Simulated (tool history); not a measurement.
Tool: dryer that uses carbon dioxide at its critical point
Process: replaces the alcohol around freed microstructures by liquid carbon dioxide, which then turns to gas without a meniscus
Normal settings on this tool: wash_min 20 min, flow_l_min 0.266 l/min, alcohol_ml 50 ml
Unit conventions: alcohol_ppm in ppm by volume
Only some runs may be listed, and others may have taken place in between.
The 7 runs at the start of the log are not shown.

run   hour  wash_min  flow_l_min  alcohol_ml  hours of work since the filter was changed  hours of work since the purifier's bed was changed  alcohol_ppm
  8   47.1        20       0.266          50                                         156                                                  40         1256
  9   55.1        20       0.266          50                                         160                                                  45         1238
 10   63.1        20       0.266          82                                         165                                                  49         2023
 11   69.2        20       0.266          82                                         169                                                  53         2085
 12   76.2        20       0.266          82                                         173                                                  57         2068
 13   83.9        20       0.266          82                                         177                                                  61         2155
 14   93.4        25       0.266          50                                         183                                                  67          549
 15   98.8        20       0.266          50                                         186                                                  70         1350
 16  108.9        20       0.266          50                                         192                                                  76         1365
 17  114.9        14       0.266          50                                         195                                                  80         4019
 18  123.4        14       0.266          50                                         200                                                  85         3981
 19  130.4        14       0.266          50                                         205                                                  89         4034
     132.5  -- inlet filter changed
 20  136.7        14       0.266          50                                           3                                                  92         2916
 21  147.6        30       0.266          42                                           9                                                  98          113
 22  154.8        30       0.266          42                                          13                                                 102          138

Run 23 is up next; what results do you expect?
 23   160        12       0.266          50                                          16                                                 106            ?

{"run 23": {"alcohol_ppm": 4334}}
With the hidden condition absent and the run-to-run variation left alone, this run would have shown alcohol_ppm 4203 ppm by volume.
